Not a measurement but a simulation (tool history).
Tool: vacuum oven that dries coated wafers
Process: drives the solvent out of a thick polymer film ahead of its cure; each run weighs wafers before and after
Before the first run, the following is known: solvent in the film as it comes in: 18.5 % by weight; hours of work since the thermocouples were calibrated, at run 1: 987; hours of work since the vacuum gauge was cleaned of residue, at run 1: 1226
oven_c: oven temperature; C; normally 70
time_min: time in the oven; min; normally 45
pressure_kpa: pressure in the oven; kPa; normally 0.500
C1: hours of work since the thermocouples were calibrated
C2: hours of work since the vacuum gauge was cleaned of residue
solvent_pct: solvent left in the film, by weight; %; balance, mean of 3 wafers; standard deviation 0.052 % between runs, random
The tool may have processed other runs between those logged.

run 1 hour=0.0 | oven_c=70 time_min=45 pressure_kpa=0.500 | C1=987 C2=1226 | solvent_pct=2.30
run 2 hour=120.2 | oven_c=70 time_min=45 pressure_kpa=0.500 | C1=1057 C2=1296 | solvent_pct=2.23
-- hour=163.2 vacuum gauge cleaned of residue and calibrated
run 3 hour=187.9 | oven_c=70 time_min=45 pressure_kpa=0.500 | C1=1096 C2=14 | solvent_pct=2.02
run 4 hour=268.1 | oven_c=70 time_min=63 pressure_kpa=0.500 | C1=1142 C2=61 | solvent_pct=1.27
run 5 hour=359.9 | oven_c=70 time_min=63 pressure_kpa=0.500 | C1=1196 C2=115 | solvent_pct=1.25
-- hour=370.0 oven's thermocouples calibrated
run 6 hour=471.7 | oven_c=70 time_min=63 pressure_kpa=0.500 | C1=59 C2=179 | solvent_pct=1.55
run 7 hour=555.2 | oven_c=70 time_min=63 pressure_kpa=0.340 | C1=108 C2=227 | solvent_pct=1.23
run 8 hour=654.0 | oven_c=70 time_min=63 pressure_kpa=0.340 | C1=165 C2=285 | solvent_pct=1.30
-- hour=676.0 oven's thermocouples calibrated, once more
run 9 hour=760.8 | oven_c=70 time_min=63 pressure_kpa=0.340 | C1=49 C2=346 | solvent_pct=0.92
run 10 hour=883.2 | oven_c=70 time_min=51 pressure_kpa=1.616 | C1=121 C2=417 | solvent_pct=2.89
run 11 hour=1004.1 | oven_c=72 time_min=57 pressure_kpa=0.709 | C1=191 C2=487 | solvent_pct=1.33

Pick out some run-to-run changes in solvent_pct. Of each, how much would a tool without hidden state show as well, from the settings, what came in and chance, and how much is left for the hidden state and any gauge scatter not in both results compared?
Hidden conditions of the tool in this case: true wafer temperature over the reading, C; true pressure over the reading, kPa; drift of the gauge itself on solvent_pct, %.
Run 8 -> 9: oven's thermocouples calibrated, once more. solvent_pct -0.38 %: hidden state -0.40, all else +0.02.
Run 9 -> 10: time_min 63 -> 51, pressure_kpa 0.340 -> 1.616. solvent_pct +1.97 %: hidden state +0.01, all else +1.96.
